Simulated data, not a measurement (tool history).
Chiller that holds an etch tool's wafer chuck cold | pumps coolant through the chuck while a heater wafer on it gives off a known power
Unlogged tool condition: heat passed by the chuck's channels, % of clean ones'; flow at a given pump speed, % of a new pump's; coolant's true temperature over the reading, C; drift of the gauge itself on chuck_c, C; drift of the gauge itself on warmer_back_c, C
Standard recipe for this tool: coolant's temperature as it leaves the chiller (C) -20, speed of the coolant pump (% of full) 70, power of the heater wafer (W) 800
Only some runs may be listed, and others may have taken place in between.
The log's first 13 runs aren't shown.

| run | hour | coolant's temperature as it leaves the chiller (C) | speed of the coolant pump (% of full) | power of the heater wafer (W) | hours since the coolant was changed and the channels were flushed | hours since the pump was overhauled | hours since the chiller's thermometer was calibrated | chuck's temperature once it has settled (C) | how much warmer the coolant comes back (C) |
|---|---|---|---|---|---|---|---|---|---|
| 14 | 819.5 | -11 | 70 | 800 | 2957 | 209 | 1283 | -5.29 | 2.74 |
| 15 | 906.0 | -11 | 70 | 800 | 3044 | 295 | 1369 | -5.29 | 2.76 |
| 16 | 975.5 | -11 | 70 | 800 | 3113 | 365 | 1439 | -5.20 | 2.80 |
| 17 | 1056.5 | -20 | 70 | 800 | 3194 | 446 | 1520 | -14.46 | 2.77 |
| 18 | 1103.9 | -20 | 70 | 800 | 3242 | 493 | 1567 | -14.37 | 2.77 |
| 19 | 1174.6 | -20 | 70 | 800 | 3312 | 564 | 1638 | -14.35 | 2.78 |
| 20 | 1242.9 | -20 | 70 | 800 | 3380 | 632 | 1706 | -14.22 | 2.72 |
| 21 | 1326.4 | -20 | 70 | 680 | 3464 | 716 | 1790 | -15.26 | 2.37 |
| 22 | 1413.4 | -16 | 93 | 460 | 3551 | 803 | 1877 | -13.39 | 1.24 |
| 23 | 1470.1 | -20 | 98 | 800 | 3608 | 859 | 1934 | -15.68 | 2.02 |
| 24 | 1554.3 | -17 | 89 | 764 | 3692 | 944 | 2018 | -12.65 | 2.15 |
| 25 | 1602.6 | -15 | 80 | 800 | 3740 | 992 | 2066 | -9.87 | 2.45 |
| 26 | 1681.4 | -15 | 80 | 800 | 3819 | 1071 | 2145 | -9.99 | 2.47 |
| 27 | 1748.9 | -11 | 64 | 1191 | 3886 | 1138 | 2212 | -1.74 | 4.53 |
| 28 | 1809.2 | -20 | 78 | 800 | 3947 | 1198 | 2273 | -14.70 | 2.54 |
| 29 | 1848.3 | -20 | 78 | 800 | 3986 | 1238 | 2312 | -14.63 | 2.51 |
| 30 | 1908.8 | -20 | 78 | 800 | 4046 | 1298 | 2372 | -14.70 | 2.52 |
| 31 | 2002.6 | -20 | 78 | 800 | 4140 | 1392 | 2466 | -14.89 | 2.47 |

3 options for the next run, each taken on its own from the tool as it stands now. Forecast them:
| A | 2049.7 | -26 | 87 | 414 | 4187 | 1439 | 2513 | ? | ? |
| B | 2049.7 | -15 | 65 | 721 | 4187 | 1439 | 2513 | ? | ? |
| C | 2049.7 | -26 | 78 | 1007 | 4187 | 1439 | 2513 | ? | ? |

| run | chuck's temperature once it has settled (C) | how much warmer the coolant comes back (C) |
|---|---|---|
| A | -23.72 | 1.20 |
| B | -9.41 | 2.67 |
| C | -19.38 | 3.18 |
Without the tool's hidden state the same runs would have given:
| run | chuck's temperature once it has settled (C) | how much warmer the coolant comes back (C) |
|---|---|---|
| A | -23.62 | 1.19 |
| B | -9.57 | 2.64 |
| C | -19.66 | 3.14 |

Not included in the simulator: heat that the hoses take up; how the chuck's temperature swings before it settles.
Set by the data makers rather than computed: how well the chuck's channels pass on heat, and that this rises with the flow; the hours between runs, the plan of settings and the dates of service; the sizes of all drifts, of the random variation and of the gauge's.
